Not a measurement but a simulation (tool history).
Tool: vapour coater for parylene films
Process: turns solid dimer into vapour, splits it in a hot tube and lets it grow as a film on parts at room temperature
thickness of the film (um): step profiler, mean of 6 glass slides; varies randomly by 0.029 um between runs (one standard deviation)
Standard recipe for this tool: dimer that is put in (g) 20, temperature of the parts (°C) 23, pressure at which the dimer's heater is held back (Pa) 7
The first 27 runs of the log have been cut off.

run,hour,dimer that is put in (g),temperature of the parts (°C),pressure at which the dimer's heater is held back (Pa),thickness of the film (um)
28,612.4,23,26,7.68,2.66
29,634,23,26,7.68,2.6
30,664.5,23,26,7.68,2.6
31,681,23,26,7.68,2.61
32,697.6,23,26,7.68,2.61
33,713.4,14,19,2.68,2.18
34,732.7,14,19,2.68,2.14
35,756.4,14,19,2.68,2.11
36,769.9,14,19,2.68,2.1
37,783.3,27,19,8.53,3.38
38,799.7,27,19,8.53,3.38
39,820.5,13,23,10.71,1.43
40,843,33,23,7.16,3.96
# hour 853.9: trap's valve overhauled
41,864.1,33,23,7.16,4.26
42,894.1,20,23,3.46,2.85
43,919,20,22,7.63,2.56
44,933.1,20,22,7.63,2.56
45,956.9,20,22,7.63,2.54
46,989.2,19,34,2.59,2.24
47,1010.8,20,23,2.57,2.95

Forecast each of these 4 alternatives for the next run:
A,1034.6,15,23,2.57,?
B,1034.6,20,24,7,?
C,1034.6,9,23,7,?
D,1034.6,14,21,7,?

run,thickness of the film (um)
A,2.15
B,2.47
C,1.1
D,1.83
With the hidden condition removed and each run's random variation left untouched, the same runs would have given:
run,thickness of the film (um)
A,2.25
B,2.59
C,1.16
D,1.92
